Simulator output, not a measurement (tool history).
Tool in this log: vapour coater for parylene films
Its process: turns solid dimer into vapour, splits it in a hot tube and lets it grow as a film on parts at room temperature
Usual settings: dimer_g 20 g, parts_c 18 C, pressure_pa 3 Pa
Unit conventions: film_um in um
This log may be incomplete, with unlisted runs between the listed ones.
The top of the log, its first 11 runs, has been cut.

run     day  dimer_g  parts_c  pressure_pa  film_um
 12  13.133       13       18            3     9.99
 13  14.004       13       18            3    10.14
 14  14.704       20       18         3.14     15.4
 15  15.554       20       11         3.14    19.08
 16  16.267       20       11         3.14    19.01
 17  17.358       20       18            3    15.19
     17.529  -- table's thermometer calibrated, once more
 18  18.496       20       18            3    15.97
 19  19.475       20       18            3    15.74
 20  20.346       20       18            3    15.57
 21  21.475       20       18            3    15.62
 22  22.417       20       18            3    15.46
 23  23.392       20       18            3    15.28
     24.262  -- trap's valve overhauled
 24  24.617       30       18            3    26.35
 25  25.983       20       22          2.9    15.28
 26  27.421       12       18            3    10.33
 27  28.625       20       18         9.97    13.71
 28  29.746       10       11         2.34     10.8

Run 29 has not been measured yet. What should we expect?
 29  30.921       10       11         2.34        ?

Run 29 measured film_um 10.63 um.
Were there no unlogged condition in the tool, this run, its random variation unchanged, would have produced film_um 11.06 um.
